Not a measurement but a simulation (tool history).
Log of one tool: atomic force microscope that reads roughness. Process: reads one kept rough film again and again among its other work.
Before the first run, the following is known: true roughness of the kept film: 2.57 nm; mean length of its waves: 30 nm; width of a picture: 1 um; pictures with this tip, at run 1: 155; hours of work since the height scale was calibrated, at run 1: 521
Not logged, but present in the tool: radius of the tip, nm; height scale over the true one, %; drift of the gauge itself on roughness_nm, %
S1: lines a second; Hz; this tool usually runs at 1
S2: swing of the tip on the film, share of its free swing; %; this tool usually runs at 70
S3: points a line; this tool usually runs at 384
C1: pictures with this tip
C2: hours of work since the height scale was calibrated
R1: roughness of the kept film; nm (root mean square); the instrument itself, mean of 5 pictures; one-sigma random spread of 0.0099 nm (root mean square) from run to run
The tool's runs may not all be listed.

run 1 day=0 | S1=1 S2=70 S3=384 | C1=155 C2=521 | R1=2.145
run 2 day=0.462 | S1=1 S2=70 S3=384 | C1=183 C2=530 | R1=2.112
run 3 day=0.796 | S1=1 S2=70 S3=384 | C1=203 C2=536 | R1=2.106
-- day=0.917 new tip fitted
run 4 day=1.296 | S1=1 S2=70 S3=384 | C1=23 C2=545 | R1=2.264
run 5 day=1.925 | S1=1 S2=70 S3=384 | C1=62 C2=557 | R1=2.232
run 6 day=2.246 | S1=1 S2=80 S3=384 | C1=81 C2=563 | R1=2.142
run 7 day=2.817 | S1=1 S2=80 S3=384 | C1=116 C2=574 | R1=2.104
run 8 day=3.538 | S1=1 S2=70 S3=263 | C1=159 C2=588 | R1=2.135
run 9 day=4.121 | S1=3.66 S2=85 S3=474 | C1=195 C2=599 | R1=1.628
-- day=4.379 new tip fitted
run 10 day=4.758 | S1=3.66 S2=85 S3=474 | C1=23 C2=611 | R1=1.736
run 11 day=5.229 | S1=1 S2=73 S3=384 | C1=52 C2=620 | R1=2.227
run 12 day=5.754 | S1=0.64 S2=73 S3=461 | C1=83 C2=630 | R1=2.218
run 13 day=6.304 | S1=0.64 S2=73 S3=461 | C1=117 C2=640 | R1=2.209

Predict each of these 5 candidate next runs independently; none follows another, all start after run 13:
run A day=6.638 | S1=0.64 S2=58 S3=461 | C1=137 C2=646 | R1=?
run B day=6.638 | S1=0.64 S2=56 S3=703 | C1=137 C2=646 | R1=?
run C day=6.638 | S1=0.64 S2=74 S3=461 | C1=137 C2=646 | R1=?
run D day=6.638 | S1=2.25 S2=87 S3=263 | C1=137 C2=646 | R1=?
run E day=6.638 | S1=0.64 S2=88 S3=892 | C1=137 C2=646 | R1=?

run=A R1=2.221
run=B R1=2.239
run=C R1=2.19
run=D R1=1.798
run=E R1=2.114
What these runs would have given with no unlogged condition in the tool:
run=A R1=2.332
run=B R1=2.35
run=C R1=2.299
run=D R1=1.888
run=E R1=2.22

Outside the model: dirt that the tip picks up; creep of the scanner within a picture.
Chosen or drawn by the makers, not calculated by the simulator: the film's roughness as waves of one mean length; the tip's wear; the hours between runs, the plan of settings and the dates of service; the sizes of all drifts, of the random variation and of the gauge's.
